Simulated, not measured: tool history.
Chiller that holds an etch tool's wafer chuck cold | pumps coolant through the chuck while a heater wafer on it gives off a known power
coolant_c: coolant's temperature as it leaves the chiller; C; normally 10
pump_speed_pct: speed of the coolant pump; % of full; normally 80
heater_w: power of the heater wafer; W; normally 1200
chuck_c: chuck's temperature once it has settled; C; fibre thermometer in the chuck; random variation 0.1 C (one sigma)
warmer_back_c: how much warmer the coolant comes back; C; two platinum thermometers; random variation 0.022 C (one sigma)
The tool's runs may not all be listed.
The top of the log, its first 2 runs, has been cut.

| run | hour | coolant_c | pump_speed_pct | heater_w | hours since the coolant was changed and the channels were flushed | hours since the pump was overhauled | hours since the chiller's thermometer was calibrated | chuck_c | warmer_back_c |
|---|---|---|---|---|---|---|---|---|---|
| 3 | 51.1 | 10 | 80 | 702 | 2332 | 1917 | 2053 | 18.2 | 1.87 |
| 4 | 99.6 | 10 | 80 | 702 | 2381 | 1966 | 2101 | 18.3 | 1.90 |
| 5 | 138.5 | 10 | 80 | 702 | 2420 | 2004 | 2140 | 18.2 | 1.90 |
| 6 | 181.2 | 10 | 80 | 991 | 2462 | 2047 | 2183 | 21.6 | 2.68 |
| 7 | 227.1 | 10 | 77 | 1200 | 2508 | 2093 | 2229 | 24.4 | 3.35 |
| 8 | 259.9 | 10 | 77 | 1200 | 2541 | 2126 | 2262 | 24.6 | 3.36 |
| 9 | 292.2 | 10 | 77 | 1200 | 2574 | 2158 | 2294 | 24.6 | 3.39 |
| 10 | 330.0 | 10 | 77 | 1200 | 2611 | 2196 | 2332 | 24.5 | 3.38 |
| 11 | 364.3 | 10 | 77 | 1200 | 2646 | 2230 | 2366 | 24.4 | 3.41 |
| 12 | 392.4 | 10 | 77 | 1200 | 2674 | 2258 | 2394 | 24.3 | 3.40 |
| 13 | 441.2 | 10 | 77 | 1200 | 2723 | 2307 | 2443 | 24.7 | 3.41 |
| 14 | 473.4 | 10 | 77 | 1200 | 2755 | 2339 | 2475 | 24.3 | 3.39 |
| 15 | 514.8 | 10 | 77 | 1200 | 2796 | 2381 | 2517 | 24.4 | 3.44 |

Predict the results of run 16:
| 16 | 553.1 | 10 | 80 | 1200 | 2834 | 2419 | 2555 | ? | ? |

Run 16 produced chuck_c 23.9 C, warmer_back_c 3.31 C.
With the hidden condition absent and the run-to-run variation left alone, this run would have shown chuck_c 23.9 C, warmer_back_c 3.15 C.

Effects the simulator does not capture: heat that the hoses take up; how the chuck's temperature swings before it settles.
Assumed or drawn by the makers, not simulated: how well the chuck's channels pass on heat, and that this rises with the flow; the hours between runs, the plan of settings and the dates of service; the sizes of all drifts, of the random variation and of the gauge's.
